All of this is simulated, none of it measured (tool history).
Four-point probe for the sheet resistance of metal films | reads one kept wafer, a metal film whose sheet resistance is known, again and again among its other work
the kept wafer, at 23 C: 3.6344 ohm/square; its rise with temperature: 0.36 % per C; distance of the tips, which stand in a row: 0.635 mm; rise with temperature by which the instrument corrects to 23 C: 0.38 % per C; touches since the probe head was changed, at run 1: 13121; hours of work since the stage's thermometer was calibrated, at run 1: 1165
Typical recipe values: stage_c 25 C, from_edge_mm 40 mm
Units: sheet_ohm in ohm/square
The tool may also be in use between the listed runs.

run,hour,stage_c,from_edge_mm,touches since the probe head was changed,hours of work since the stage's thermometer was calibrated,sheet_ohm
1,0,25,40,13121,1165,3.633968
2,78.8,25,40,17635,1227,3.633852
3,154.2,22,40,21953,1286,3.63522
4,217,22,40,25552,1335,3.637201
5,287.3,25,6,29579,1390,3.655292
6,408.8,25,6,36538,1485,3.655553
# hour 465.6: stage's thermometer calibrated
7,468.3,25,6,39916,2,3.655015
8,577.2,25,40,46156,87,3.633591
9,705.2,25,40,53486,187,3.633545
10,825.6,24,40,60383,281,3.635197
11,914.8,24,40,65495,351,3.634101
12,1025.8,25,50,71851,438,3.63347
13,1086.6,32,5,75338,485,3.66087
14,1177.8,32,5,80562,556,3.65965
15,1305.9,27,49,87897,656,3.631842
16,1436,34,8,95349,758,3.640703
17,1563.5,34,4,102655,858,3.676126
18,1623.6,28,17,106099,905,3.633922
19,1683,28,11,109502,951,3.639575
20,1753.8,21,56,113558,1006,3.637671
21,1852.3,20,29,119200,1083,3.637789
22,1986.3,25,50,126877,1188,3.633031
23,2057.2,25,57,130937,1243,3.635126
24,2164.6,32,9,137087,1327,3.638516

Consider 5 possible next runs. They are alternatives, not a sequence: every one starts from the tool as it was left by run 24. What does each give?
# hour 2198.8: new probe head fitted
A,2223.3,32,46,1403,1372,?
# hour 2198.8: new probe head fitted
B,2223.3,33,13,1403,1372,?
# hour 2198.8: new probe head fitted
C,2223.3,25,67,1403,1372,?
# hour 2198.8: new probe head fitted
D,2223.3,28,66,1403,1372,?
# hour 2198.8: new probe head fitted
E,2223.3,22,40,1403,1372,?

run,sheet_ohm
A,3.629562
B,3.633737
C,3.632538
D,3.632299
E,3.634255
Take away the tool's hidden state, keep each run's random variation, and the runs would have read:
run,sheet_ohm
A,3.629509
B,3.633684
C,3.632483
D,3.632245
E,3.634199

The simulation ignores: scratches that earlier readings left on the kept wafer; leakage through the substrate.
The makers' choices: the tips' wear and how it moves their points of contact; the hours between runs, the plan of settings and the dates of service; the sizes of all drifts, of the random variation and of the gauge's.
